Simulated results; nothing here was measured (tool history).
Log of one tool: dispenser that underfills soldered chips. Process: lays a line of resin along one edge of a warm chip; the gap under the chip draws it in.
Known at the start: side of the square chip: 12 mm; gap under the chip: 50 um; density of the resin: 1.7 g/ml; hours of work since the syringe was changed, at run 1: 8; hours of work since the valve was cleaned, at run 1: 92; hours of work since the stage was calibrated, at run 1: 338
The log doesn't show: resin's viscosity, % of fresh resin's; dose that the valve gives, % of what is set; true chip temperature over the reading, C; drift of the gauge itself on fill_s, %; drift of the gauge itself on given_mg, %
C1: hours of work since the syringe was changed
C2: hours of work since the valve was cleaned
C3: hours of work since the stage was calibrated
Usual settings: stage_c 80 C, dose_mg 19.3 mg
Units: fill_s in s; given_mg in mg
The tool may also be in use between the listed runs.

{"run": 1, "day": 0.0, "stage_c": 80, "dose_mg": 19.3, "C1": 8, "C2": 92, "C3": 338, "fill_s": 292.1, "given_mg": 18.62}
{"day": 0.062, "done": "new syringe of resin"}
{"run": 2, "day": 0.292, "stage_c": 80, "dose_mg": 19.3, "C1": 3, "C2": 96, "C3": 342, "fill_s": 200.6, "given_mg": 18.59}
{"day": 0.654, "done": "new syringe of resin"}
{"run": 3, "day": 0.683, "stage_c": 80, "dose_mg": 19.3, "C1": 0, "C2": 101, "C3": 347, "fill_s": 162.4, "given_mg": 18.55}
{"run": 4, "day": 1.104, "stage_c": 80, "dose_mg": 19.3, "C1": 7, "C2": 107, "C3": 353, "fill_s": 261.9, "given_mg": 18.43}
{"day": 1.233, "done": "new syringe of resin"}
{"day": 1.433, "done": "dispensing valve cleaned and set on the balance"}
{"run": 5, "day": 1.567, "stage_c": 80, "dose_mg": 19.3, "C1": 4, "C2": 2, "C3": 359, "fill_s": 220.1, "given_mg": 19.23}
{"day": 1.854, "done": "new syringe of resin"}
{"run": 6, "day": 2.262, "stage_c": 80, "dose_mg": 24.4, "C1": 6, "C2": 12, "C3": 369, "fill_s": 256.8, "given_mg": 24.17}
{"day": 2.404, "done": "new syringe of resin"}
{"run": 7, "day": 2.571, "stage_c": 80, "dose_mg": 24.4, "C1": 2, "C2": 16, "C3": 374, "fill_s": 191.5, "given_mg": 24.14}
{"run": 8, "day": 2.921, "stage_c": 80, "dose_mg": 24.4, "C1": 8, "C2": 21, "C3": 379, "fill_s": 285.0, "given_mg": 24.07}
{"day": 2.988, "done": "new syringe of resin"}
{"run": 9, "day": 3.388, "stage_c": 80, "dose_mg": 24.4, "C1": 6, "C2": 28, "C3": 385, "fill_s": 244.1, "given_mg": 24.15}
{"day": 3.567, "done": "new syringe of resin"}
{"run": 10, "day": 3.721, "stage_c": 80, "dose_mg": 24.4, "C1": 2, "C2": 33, "C3": 390, "fill_s": 187.6, "given_mg": 23.98}
{"day": 4.117, "done": "new syringe of resin"}
{"run": 11, "day": 4.388, "stage_c": 80, "dose_mg": 19.3, "C1": 4, "C2": 42, "C3": 400, "fill_s": 215.9, "given_mg": 18.91}
{"day": 4.688, "done": "new syringe of resin"}
{"run": 12, "day": 4.696, "stage_c": 80, "dose_mg": 16.8, "C1": 0, "C2": 47, "C3": 404, "fill_s": 164.9, "given_mg": 16.47}
{"run": 13, "day": 5.142, "stage_c": 80, "dose_mg": 16.8, "C1": 7, "C2": 53, "C3": 411, "fill_s": 280.2, "given_mg": 16.36}
{"day": 5.275, "done": "new syringe of resin"}
{"run": 14, "day": 5.467, "stage_c": 80, "dose_mg": 16.8, "C1": 3, "C2": 58, "C3": 415, "fill_s": 206.6, "given_mg": 16.28}
{"day": 5.846, "done": "new syringe of resin"}
{"run": 15, "day": 6.117, "stage_c": 84, "dose_mg": 16.8, "C1": 4, "C2": 67, "C3": 425, "fill_s": 197.9, "given_mg": 16.26}
{"day": 6.404, "done": "new syringe of resin"}
{"run": 16, "day": 6.571, "stage_c": 84, "dose_mg": 16.8, "C1": 2, "C2": 74, "C3": 431, "fill_s": 172.0, "given_mg": 16.23}
{"run": 17, "day": 6.879, "stage_c": 84, "dose_mg": 16.8, "C1": 7, "C2": 78, "C3": 436, "fill_s": 251.7, "given_mg": 16.22}

Forecast run 18:
{"day": 6.954, "done": "new syringe of resin"}
{"run": 18, "day": 7.375, "stage_c": 80, "dose_mg": 17.1, "C1": 6, "C2": 85, "C3": 443, "fill_s": "?", "given_mg": "?"}

{"run 18": {"fill_s": 268.6, "given_mg": 16.45}}
Without the tool's hidden state the same run would have given fill_s 144.5 s, given_mg 17.10 mg.
